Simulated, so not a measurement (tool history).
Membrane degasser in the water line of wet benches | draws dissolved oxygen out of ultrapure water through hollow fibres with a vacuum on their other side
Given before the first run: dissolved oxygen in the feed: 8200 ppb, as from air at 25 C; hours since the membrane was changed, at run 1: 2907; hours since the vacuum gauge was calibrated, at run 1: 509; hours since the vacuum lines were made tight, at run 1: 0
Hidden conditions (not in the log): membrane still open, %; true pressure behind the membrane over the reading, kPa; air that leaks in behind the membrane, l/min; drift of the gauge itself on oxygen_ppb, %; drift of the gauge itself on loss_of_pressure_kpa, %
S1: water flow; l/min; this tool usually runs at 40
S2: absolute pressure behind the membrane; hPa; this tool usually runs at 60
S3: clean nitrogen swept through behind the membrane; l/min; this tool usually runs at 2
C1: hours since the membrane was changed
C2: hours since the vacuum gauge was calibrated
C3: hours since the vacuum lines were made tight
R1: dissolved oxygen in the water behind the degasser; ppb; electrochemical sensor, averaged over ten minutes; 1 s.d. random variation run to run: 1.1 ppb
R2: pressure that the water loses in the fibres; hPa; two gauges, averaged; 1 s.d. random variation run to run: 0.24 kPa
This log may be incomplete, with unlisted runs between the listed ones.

run,hour,S1,S2,S3,C1,C2,C3,R1,R2
1,0,40,60,2,2907,509,0,134.5,609.9
2,191.8,40,60,2,3099,701,192,135.5,608.3
3,362.7,40,106.6,2,3270,871,363,332.4,610.1
4,540,40,106.6,2,3447,1049,540,328.3,611.4
5,637,40,106.6,2,3544,1146,637,329.1,610.8
6,730.4,36,108.2,1.29,3638,1239,730,439.7,548.2
7,834.5,40,65.5,2.35,3742,1343,834,139.5,613.6
8,955.9,40,65.5,2.35,3863,1465,956,139,612.3
9,1157.8,40,65.5,2.35,4065,1667,1158,137.9,613
10,1348,48,101.8,0.98,4255,1857,1348,638,730.4

Alternative continuations, all from the tool just after run 10; predict every row:
A,1560.5,40,116.1,2,4468,2069,1560,?,?
B,1560.5,24,122.9,2,4468,2069,1560,?,?
C,1560.5,48,95.6,0.98,4468,2069,1560,?,?
D,1560.5,48,53.1,2.08,4468,2069,1560,?,?
E,1560.5,32,101.8,4.08,4468,2069,1560,?,?

run,R1,R2
A,367.7,615.2
B,248,368.4
C,587.6,735.9
D,130.5,732.8
E,133.7,488.5
What these runs would have given with no unlogged condition in the tool:
run,R1,R2
A,367.5,614.9
B,247.9,368.2
C,587.3,735.5
D,130.3,732.4
E,133.7,488.2

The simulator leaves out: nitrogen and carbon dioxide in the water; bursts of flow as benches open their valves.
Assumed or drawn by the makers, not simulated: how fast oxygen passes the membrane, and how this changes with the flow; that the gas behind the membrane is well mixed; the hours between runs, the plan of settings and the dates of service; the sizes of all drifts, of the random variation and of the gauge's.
